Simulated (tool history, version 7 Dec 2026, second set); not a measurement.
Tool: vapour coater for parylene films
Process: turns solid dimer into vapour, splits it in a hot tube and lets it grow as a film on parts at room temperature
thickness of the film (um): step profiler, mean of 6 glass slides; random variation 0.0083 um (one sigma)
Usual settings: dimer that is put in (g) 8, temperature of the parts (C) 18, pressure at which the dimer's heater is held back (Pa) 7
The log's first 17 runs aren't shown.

run	hour	dimer that is put in (g)	temperature of the parts (C)	pressure at which the dimer's heater is held back (Pa)	hours of work since the trap's valve was overhauled	hours of work since the table's thermometer was calibrated	thickness of the film (um)
18	477.8	8	20	2.26	28	530	1.557
19	499.1	14	13	3.01	37	540	3.188
20	520.6	4	18	3.85	47	549	0.767
21	539.4	8	30	3.1	55	557	1.106
22	556.5	9	18	2.84	63	565	1.775
23	591.9	8	11	2.89	78	580	1.936
24	624.1	12	25	5.74	92	594	1.754
25	649.4	3	24	2.74	103	606	0.504
26	669.3	3	24	2.74	112	614	0.493
27	691.3	10	21	2.74	122	624	1.814
28	726.1	11	14	5.33	137	639	2.232
29	746	11	14	5.33	146	648	2.211
30	767.6	6	10	2.23	155	658	1.532
31	794.4	6	10	2.23	167	669	1.548
32	825.5	5	22	3.55	181	683	0.836

Forecast each of these 4 alternatives for the next run:
A	842.3	8	15	7	188	690	?
B	842.3	4	14	9.1	188	690	?
C	842.3	6	22	4.11	188	690	?
D	842.3	5	28	3.55	188	690	?

run	thickness of the film (um)
A	1.497
B	0.735
C	0.977
D	0.715
Without the tool's hidden state the same runs would have given:
run	thickness of the film (um)
A	1.527
B	0.749
C	0.996
D	0.729
